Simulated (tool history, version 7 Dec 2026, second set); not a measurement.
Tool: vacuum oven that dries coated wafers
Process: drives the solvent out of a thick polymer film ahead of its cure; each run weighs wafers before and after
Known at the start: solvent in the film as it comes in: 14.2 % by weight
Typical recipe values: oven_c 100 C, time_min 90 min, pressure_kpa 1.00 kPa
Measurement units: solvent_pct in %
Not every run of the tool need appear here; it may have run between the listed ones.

run,day,oven_c,time_min,pressure_kpa,solvent_pct
1,0.000,100,90,1.00,2.93
2,1.079,100,90,1.00,2.93
3,2.946,100,90,3.78,5.33
4,4.742,100,112,1.00,2.27
5,6.300,100,90,2.86,4.57
6,7.925,100,90,2.86,4.60
7,8.888,100,90,2.86,4.64
8,10.696,100,90,2.86,4.63
9,12.267,100,90,2.86,4.65
10,14.092,100,90,2.86,4.59
11,15.733,100,90,2.48,4.12
12,16.571,100,50,0.78,4.97
13,17.762,89,107,1.00,5.32

What does the tool deliver on the next run?
14,19.542,100,83,1.00,?

solvent_pct: 3.19 %
The same run, on a tool lacking any hidden state, would have yielded solvent_pct 3.18 %.
